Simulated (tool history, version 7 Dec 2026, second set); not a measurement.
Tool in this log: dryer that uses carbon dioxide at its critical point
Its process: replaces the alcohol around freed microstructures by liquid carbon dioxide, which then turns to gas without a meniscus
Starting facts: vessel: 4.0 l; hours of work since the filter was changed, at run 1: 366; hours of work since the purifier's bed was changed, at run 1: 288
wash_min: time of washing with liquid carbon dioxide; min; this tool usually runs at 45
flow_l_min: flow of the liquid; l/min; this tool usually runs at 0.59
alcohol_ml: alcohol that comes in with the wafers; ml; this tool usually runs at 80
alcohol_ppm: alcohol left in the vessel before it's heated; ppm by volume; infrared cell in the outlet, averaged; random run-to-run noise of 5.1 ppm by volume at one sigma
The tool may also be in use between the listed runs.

run   hour  wash_min  flow_l_min  alcohol_ml  hours of work since the filter was changed  hours of work since the purifier's bed was changed  alcohol_ppm
  1      0        45        0.59          80                                         366                                                 288          115
  2   28.5        45        0.59          80                                         380                                                 303          130
  3   41.6        45        0.59          80                                         387                                                 309          127
  4   69.4        45        0.59          80                                         401                                                 323          123
  5   83.7        45        0.59          80                                         408                                                 330          124
  6    100        45        0.59          80                                         416                                                 339          131
  7  113.9        45        0.59          80                                         423                                                 346          132
  8  139.1        45        0.59          80                                         436                                                 358          137
  9  161.1        45        0.59          80                                         447                                                 369          130
 10  185.5        53        0.59          80                                         459                                                 382           79
 11  204.4        53        0.59          80                                         469                                                 391           89
 12  223.8        53        0.59          80                                         479                                                 401           96
 13  247.2        53        0.59          80                                         490                                                 413           83
 14  275.5        53        0.59          80                                         505                                                 427           93
     291.4  -- inlet filter changed
 15  305.1        53        0.59          80                                           7                                                 441           77
 16  328.5        53        0.59          80                                          19                                                 453           75
 17  348.4        53        0.59          80                                          29                                                 463           83
 18  368.4        45       0.977          80                                          39                                                 473           58
 19  395.9        45       0.977          80                                          53                                                 487           63
 20  420.6        37       0.662          37                                          65                                                 500          106
 21  432.5        65       0.731          31                                          71                                                 505           65
 22  455.2        65       0.731          31                                          82                                                 517           67
 23    479        45        0.36          20                                          94                                                 529          190
 24  494.4        34       0.882          30                                         102                                                 537           84
 25  519.7        34       0.882          30                                         115                                                 549           82
 26  536.5        34        0.95          72                                         123                                                 558           90
 27  557.1        34       0.484          80                                         134                                                 568          597
     583.4  -- purifier's bed changed
 28    587        56       0.408          80                                         147                                                   2          134
 29  611.6        56       0.408          80                                         160                                                  14          146
 30  632.1        56       0.408          80                                         170                                                  25          129
 31  648.5        56       0.408          80                                         178                                                  33          144
 32  671.8        56       0.408          80                                         190                                                  44          142
 33  692.4        60       0.723          80                                         200                                                  55           16
 34  714.4        46       0.578          80                                         212                                                  66           67

Alternative continuations, all from the tool just after run 34; predict every row:
  A  731.8        45       0.356          80                                         220                                                  75            ?
  B  731.8        45       0.909          66                                         220                                                  75            ?
  C  731.8        46       0.896          80                                         220                                                  75            ?
  D  731.8        68       0.578          51                                         220                                                  75            ?

run  alcohol_ppm
  A          615
  B           15
  C           19
  D           17
Without the tool's unlogged condition, the same runs would have read:
run  alcohol_ppm
  A          508
  B            5
  C            8
  D            7
